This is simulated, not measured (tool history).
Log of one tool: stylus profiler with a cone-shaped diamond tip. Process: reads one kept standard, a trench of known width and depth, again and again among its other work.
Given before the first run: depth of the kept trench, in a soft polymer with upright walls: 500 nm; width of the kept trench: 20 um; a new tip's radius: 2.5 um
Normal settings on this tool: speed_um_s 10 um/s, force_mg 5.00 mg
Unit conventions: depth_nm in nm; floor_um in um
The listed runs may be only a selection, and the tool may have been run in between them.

run 1 hour=0.0 | speed_um_s=10 force_mg=5.00 | depth_nm=509.29 floor_um=16.17
run 2 hour=59.3 | speed_um_s=10 force_mg=5.00 | depth_nm=509.44 floor_um=16.08
run 3 hour=98.0 | speed_um_s=10 force_mg=3.99 | depth_nm=508.15 floor_um=16.06
run 4 hour=169.6 | speed_um_s=10 force_mg=3.99 | depth_nm=508.48 floor_um=16.14
run 5 hour=211.1 | speed_um_s=16 force_mg=3.99 | depth_nm=508.18 floor_um=16.03
run 6 hour=285.9 | speed_um_s=16 force_mg=3.99 | depth_nm=508.42 floor_um=15.99
run 7 hour=349.4 | speed_um_s=10 force_mg=10.03 | depth_nm=514.64 floor_um=16.04
run 8 hour=435.5 | speed_um_s=10 force_mg=5.00 | depth_nm=509.52 floor_um=16.01
run 9 hour=515.5 | speed_um_s=10 force_mg=5.00 | depth_nm=509.85 floor_um=16.01
run 10 hour=596.7 | speed_um_s=10 force_mg=2.22 | depth_nm=506.04 floor_um=15.92
run 11 hour=681.6 | speed_um_s=9 force_mg=2.22 | depth_nm=504.75 floor_um=15.92
run 12 hour=738.6 | speed_um_s=9 force_mg=2.22 | depth_nm=504.91 floor_um=15.89
run 13 hour=802.7 | speed_um_s=10 force_mg=5.00 | depth_nm=509.04 floor_um=15.97
run 14 hour=855.9 | speed_um_s=10 force_mg=2.50 | depth_nm=505.57 floor_um=15.90
run 15 hour=906.4 | speed_um_s=31 force_mg=5.00 | depth_nm=508.85 floor_um=15.80
run 16 hour=986.1 | speed_um_s=10 force_mg=5.00 | depth_nm=508.87 floor_um=15.89
run 17 hour=1070.4 | speed_um_s=10 force_mg=3.68 | depth_nm=507.50 floor_um=15.83
run 18 hour=1159.1 | speed_um_s=10 force_mg=3.68 | depth_nm=507.66 floor_um=15.77
run 19 hour=1243.6 | speed_um_s=10 force_mg=5.00 | depth_nm=509.10 floor_um=15.81
run 20 hour=1286.2 | speed_um_s=31 force_mg=5.00 | depth_nm=509.03 floor_um=15.75
run 21 hour=1362.0 | speed_um_s=31 force_mg=5.00 | depth_nm=509.14 floor_um=15.73
run 22 hour=1405.0 | speed_um_s=31 force_mg=5.00 | depth_nm=509.13 floor_um=15.69
run 23 hour=1477.3 | speed_um_s=31 force_mg=5.00 | depth_nm=509.24 floor_um=15.70
run 24 hour=1527.4 | speed_um_s=31 force_mg=5.00 | depth_nm=509.35 floor_um=15.64
run 25 hour=1595.4 | speed_um_s=31 force_mg=5.00 | depth_nm=509.94 floor_um=15.64
run 26 hour=1665.1 | speed_um_s=9 force_mg=6.11 | depth_nm=510.77 floor_um=15.74
run 27 hour=1724.4 | speed_um_s=9 force_mg=6.11 | depth_nm=510.91 floor_um=15.68
run 28 hour=1762.7 | speed_um_s=2 force_mg=5.50 | depth_nm=510.02 floor_um=15.73
run 29 hour=1836.8 | speed_um_s=5 force_mg=7.25 | depth_nm=511.90 floor_um=15.73
run 30 hour=1899.0 | speed_um_s=5 force_mg=7.25 | depth_nm=512.18 floor_um=15.65
run 31 hour=1939.5 | speed_um_s=20 force_mg=13.25 | depth_nm=517.82 floor_um=15.62
run 32 hour=1991.4 | speed_um_s=7 force_mg=3.89 | depth_nm=508.54 floor_um=15.64
run 33 hour=2043.3 | speed_um_s=4 force_mg=3.63 | depth_nm=508.09 floor_um=15.64
run 34 hour=2094.9 | speed_um_s=20 force_mg=10.07 | depth_nm=515.15 floor_um=15.60
run 35 hour=2141.5 | speed_um_s=20 force_mg=2.43 | depth_nm=506.41 floor_um=15.54
run 36 hour=2221.7 | speed_um_s=10 force_mg=8.31 | depth_nm=513.48 floor_um=15.55
run 37 hour=2257.5 | speed_um_s=10 force_mg=8.31 | depth_nm=513.44 floor_um=15.57
run 38 hour=2341.2 | speed_um_s=25 force_mg=11.11 | depth_nm=514.90 floor_um=15.51
run 39 hour=2420.1 | speed_um_s=25 force_mg=11.11 | depth_nm=515.07 floor_um=15.50
run 40 hour=2502.5 | speed_um_s=9 force_mg=2.13 | depth_nm=505.07 floor_um=16.88
run 41 hour=2571.0 | speed_um_s=9 force_mg=2.13 | depth_nm=504.94 floor_um=16.90
run 42 hour=2615.2 | speed_um_s=3 force_mg=5.00 | depth_nm=509.03 floor_um=16.89
run 43 hour=2662.9 | speed_um_s=30 force_mg=3.01 | depth_nm=506.59 floor_um=16.75
run 44 hour=2716.9 | speed_um_s=13 force_mg=2.42 | depth_nm=505.45 floor_um=16.79
run 45 hour=2779.9 | speed_um_s=22 force_mg=12.94 | depth_nm=516.87 floor_um=16.89

Taken out of this log: 3 entries between the listed runs. Where each belongs, and how the hidden state differs across it:
After run 10, before run 11: height scale calibrated on a step standard (hour 671.0)
  radius of the tip, um: 4.22 -> 4.27; height scale over the true one, %: 0.214 -> -0.025
  measured value less the no-hidden-state value, depth_nm: +1.08 -> -0.12 nm; floor_um: -0.99 -> -1.01 um
After run 37, before run 38: height scale calibrated on a step standard (hour 2273.5)
  radius of the tip, um: 5.07 -> 5.11; height scale over the true one, %: 0.233 -> 0.025
  measured value less the no-hidden-state value, depth_nm: +1.20 -> +0.13 nm; floor_um: -1.39 -> -1.41 um
After run 39, before run 40: new tip fitted, height scale calibrated (hour 2467.0)
  radius of the tip, um: 5.15 -> 2.54; height scale over the true one, %: 0.038 -> 0.023
  measured value less the no-hidden-state value, depth_nm: +0.20 -> +0.12 nm; floor_um: -1.43 -> -0.02 um

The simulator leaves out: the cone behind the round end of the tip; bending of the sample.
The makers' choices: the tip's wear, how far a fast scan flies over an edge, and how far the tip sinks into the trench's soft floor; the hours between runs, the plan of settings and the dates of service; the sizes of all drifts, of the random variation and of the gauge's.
